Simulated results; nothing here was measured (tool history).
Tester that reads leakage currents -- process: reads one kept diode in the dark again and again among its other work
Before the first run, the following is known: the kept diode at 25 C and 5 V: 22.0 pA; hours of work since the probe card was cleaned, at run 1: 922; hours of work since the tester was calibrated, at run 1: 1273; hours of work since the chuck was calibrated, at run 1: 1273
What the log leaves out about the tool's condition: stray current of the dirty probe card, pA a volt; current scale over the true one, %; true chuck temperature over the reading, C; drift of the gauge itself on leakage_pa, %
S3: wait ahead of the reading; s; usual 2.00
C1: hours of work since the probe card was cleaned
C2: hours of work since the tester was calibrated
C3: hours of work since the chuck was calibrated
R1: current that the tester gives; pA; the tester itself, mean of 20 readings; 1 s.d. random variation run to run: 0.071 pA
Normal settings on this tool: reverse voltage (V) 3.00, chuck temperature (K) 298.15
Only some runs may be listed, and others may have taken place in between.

run 1 hour=0.0 | reverse_voltage_(V)=3.00 chuck_temperature_(K)=298.15 S3=2.00 | C1=922 C2=1273 C3=1273 | R1=16.96
run 2 hour=188.9 | reverse_voltage_(V)=3.00 chuck_temperature_(K)=298.15 S3=2.00 | C1=1002 C2=1354 C3=1354 | R1=17.01
run 3 hour=407.7 | reverse_voltage_(V)=3.00 chuck_temperature_(K)=298.15 S3=2.00 | C1=1096 C2=1447 C3=1447 | R1=16.78
run 4 hour=565.0 | reverse_voltage_(V)=3.00 chuck_temperature_(K)=298.15 S3=1.91 | C1=1163 C2=1515 C3=1515 | R1=16.86
run 5 hour=757.7 | reverse_voltage_(V)=3.00 chuck_temperature_(K)=298.15 S3=1.91 | C1=1245 C2=1597 C3=1597 | R1=16.97
-- hour=814.2 chuck's temperature calibrated
run 6 hour=933.5 | reverse_voltage_(V)=3.00 chuck_temperature_(K)=298.15 S3=2.00 | C1=1320 C2=1671 C3=51 | R1=16.94
run 7 hour=1157.3 | reverse_voltage_(V)=3.00 chuck_temperature_(K)=298.15 S3=2.00 | C1=1415 C2=1767 C3=147 | R1=16.87
run 8 hour=1306.6 | reverse_voltage_(V)=3.00 chuck_temperature_(K)=298.15 S3=2.00 | C1=1479 C2=1831 C3=210 | R1=16.89
run 9 hour=1433.5 | reverse_voltage_(V)=3.00 chuck_temperature_(K)=298.15 S3=2.00 | C1=1533 C2=1885 C3=265 | R1=16.84
run 10 hour=1680.0 | reverse_voltage_(V)=3.00 chuck_temperature_(K)=298.15 S3=2.00 | C1=1639 C2=1990 C3=370 | R1=16.83
run 11 hour=1899.8 | reverse_voltage_(V)=3.00 chuck_temperature_(K)=298.15 S3=2.00 | C1=1733 C2=2084 C3=464 | R1=16.82
-- hour=1959.6 probe card cleaned and baked
run 12 hour=2060.1 | reverse_voltage_(V)=3.00 chuck_temperature_(K)=298.15 S3=2.00 | C1=43 C2=2151 C3=531 | R1=16.82
run 13 hour=2196.9 | reverse_voltage_(V)=3.00 chuck_temperature_(K)=298.15 S3=2.00 | C1=101 C2=2210 C3=590 | R1=16.87
run 14 hour=2437.6 | reverse_voltage_(V)=3.00 chuck_temperature_(K)=298.15 S3=2.00 | C1=204 C2=2313 C3=692 | R1=16.94
run 15 hour=2604.0 | reverse_voltage_(V)=3.00 chuck_temperature_(K)=298.15 S3=2.00 | C1=275 C2=2384 C3=764 | R1=16.84
run 16 hour=2709.3 | reverse_voltage_(V)=2.45 chuck_temperature_(K)=321.15 S3=0.38 | C1=320 C2=2429 C3=809 | R1=83.96
run 17 hour=2842.1 | reverse_voltage_(V)=2.45 chuck_temperature_(K)=321.15 S3=0.38 | C1=377 C2=2486 C3=865 | R1=84.27
run 18 hour=3002.9 | reverse_voltage_(V)=2.45 chuck_temperature_(K)=321.15 S3=0.38 | C1=446 C2=2554 C3=934 | R1=84.47
run 19 hour=3107.1 | reverse_voltage_(V)=2.45 chuck_temperature_(K)=321.15 S3=0.67 | C1=490 C2=2599 C3=979 | R1=83.90
run 20 hour=3229.6 | reverse_voltage_(V)=2.45 chuck_temperature_(K)=321.15 S3=0.99 | C1=543 C2=2651 C3=1031 | R1=83.71
run 21 hour=3403.6 | reverse_voltage_(V)=3.00 chuck_temperature_(K)=298.15 S3=2.58 | C1=617 C2=2725 C3=1105 | R1=16.81
run 22 hour=3643.7 | reverse_voltage_(V)=10.80 chuck_temperature_(K)=308.15 S3=0.32 | C1=720 C2=2828 C3=1208 | R1=78.68
run 23 hour=3845.4 | reverse_voltage_(V)=4.78 chuck_temperature_(K)=298.15 S3=7.39 | C1=806 C2=2914 C3=1294 | R1=21.65
run 24 hour=4080.3 | reverse_voltage_(V)=4.78 chuck_temperature_(K)=298.15 S3=7.39 | C1=906 C2=3015 C3=1394 | R1=21.73
run 25 hour=4267.5 | reverse_voltage_(V)=15.67 chuck_temperature_(K)=323.15 S3=1.93 | C1=986 C2=3095 C3=1474 | R1=268.23
run 26 hour=4496.0 | reverse_voltage_(V)=15.67 chuck_temperature_(K)=323.15 S3=1.93 | C1=1084 C2=3192 C3=1572 | R1=266.86

4 options for the next run, each taken on its own from the tool as it stands now. Forecast them:
-- hour=4613.6 chuck's temperature calibrated
run A hour=4616.1 | reverse_voltage_(V)=3.00 chuck_temperature_(K)=298.15 S3=7.78 | C1=1134 C2=3243 C3=1 | R1=?
-- hour=4613.6 chuck's temperature calibrated
run B hour=4616.1 | reverse_voltage_(V)=1.10 chuck_temperature_(K)=296.15 S3=1.93 | C1=1134 C2=3243 C3=1 | R1=?
-- hour=4613.6 chuck's temperature calibrated
run C hour=4616.1 | reverse_voltage_(V)=3.00 chuck_temperature_(K)=298.15 S3=0.44 | C1=1134 C2=3243 C3=1 | R1=?
-- hour=4613.6 chuck's temperature calibrated
run D hour=4616.1 | reverse_voltage_(V)=2.06 chuck_temperature_(K)=295.15 S3=6.04 | C1=1134 C2=3243 C3=1 | R1=?

run=A R1=16.78
run=B R1=8.27
run=C R1=17.61
run=D R1=10.69
With the hidden condition removed and each run's random variation left untouched, the same runs would have given:
run=A R1=16.77
run=B R1=8.27
run=C R1=17.61
run=D R1=10.68
